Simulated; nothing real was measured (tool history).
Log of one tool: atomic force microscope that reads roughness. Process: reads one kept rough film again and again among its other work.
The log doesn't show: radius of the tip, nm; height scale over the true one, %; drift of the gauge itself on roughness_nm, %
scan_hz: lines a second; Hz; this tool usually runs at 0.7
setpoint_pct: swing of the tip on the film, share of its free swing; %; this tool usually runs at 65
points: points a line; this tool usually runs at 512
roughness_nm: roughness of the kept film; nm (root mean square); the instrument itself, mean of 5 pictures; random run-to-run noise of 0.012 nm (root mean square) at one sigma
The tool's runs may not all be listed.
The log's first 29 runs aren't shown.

| run | hour | scan_hz | setpoint_pct | points | pictures with this tip | hours of work since the height scale was calibrated | roughness_nm |
|---|---|---|---|---|---|---|---|
| 30 | 461.8 | 1.821 | 65 | 407 | 144 | 351 | 2.639 |
| 31 | 474.5 | 1.941 | 65 | 742 | 157 | 357 | 2.651 |
| 32 | 487 | 2.872 | 58 | 512 | 171 | 362 | 2.643 |
| 33 | 498 | 0.892 | 82 | 700 | 183 | 367 | 2.626 |
| 34 | 515.6 | 0.892 | 82 | 700 | 202 | 375 | 2.627 |
| 35 | 529.4 | 1.115 | 87 | 700 | 217 | 381 | 2.52 |
| 36 | 541.8 | 1.115 | 87 | 700 | 231 | 387 | 2.523 |
| 37 | 551.7 | 0.7 | 64 | 717 | 241 | 391 | 2.721 |
| 38 | 562.4 | 1.048 | 64 | 512 | 253 | 396 | 2.686 |
| 39 | 575.7 | 1.048 | 64 | 512 | 267 | 402 | 2.686 |
| 40 | 593.6 | 2.466 | 85 | 835 | 287 | 410 | 2.314 |
|  | 606.2 | new tip fitted |
| 41 | 615.1 | 0.768 | 60 | 461 | 10 | 420 | 2.745 |
| 42 | 625.9 | 0.768 | 57 | 368 | 21 | 425 | 2.713 |
| 43 | 644.2 | 0.543 | 80 | 512 | 41 | 433 | 2.703 |
| 44 | 663 | 2.979 | 79 | 713 | 62 | 441 | 2.356 |
| 45 | 672.6 | 3.984 | 90 | 353 | 72 | 446 | 1.928 |
| 46 | 684.5 | 3.984 | 90 | 754 | 85 | 451 | 1.966 |
| 47 | 705.3 | 0.515 | 65 | 531 | 108 | 460 | 2.739 |
| 48 | 725.5 | 0.515 | 65 | 531 | 130 | 470 | 2.744 |
| 49 | 739.5 | 0.515 | 65 | 531 | 145 | 476 | 2.768 |
| 50 | 758.9 | 0.515 | 65 | 531 | 166 | 485 | 2.76 |
| 51 | 771.5 | 1.431 | 78 | 268 | 180 | 490 | 2.492 |
| 52 | 789.9 | 1.782 | 59 | 261 | 200 | 499 | 2.62 |

Each row is a separate what-if for the run after 52, all from the same tool condition, not one after another. Results?
| A | 801.5 | 0.7 | 65 | 853 | 212 | 504 | ? |
| B | 801.5 | 1.524 | 59 | 525 | 212 | 504 | ? |
| C | 801.5 | 1.252 | 65 | 788 | 212 | 504 | ? |
| D | 801.5 | 0.707 | 72 | 300 | 212 | 504 | ? |
| E | 801.5 | 3.478 | 65 | 512 | 212 | 504 | ? |

| run | roughness_nm |
|---|---|
| A | 2.736 |
| B | 2.712 |
| C | 2.696 |
| D | 2.642 |
| E | 2.522 |
With the hidden condition removed and each run's random variation left untouched, the same runs would have given:
| run | roughness_nm |
|---|---|
| A | 2.748 |
| B | 2.724 |
| C | 2.708 |
| D | 2.653 |
| E | 2.533 |
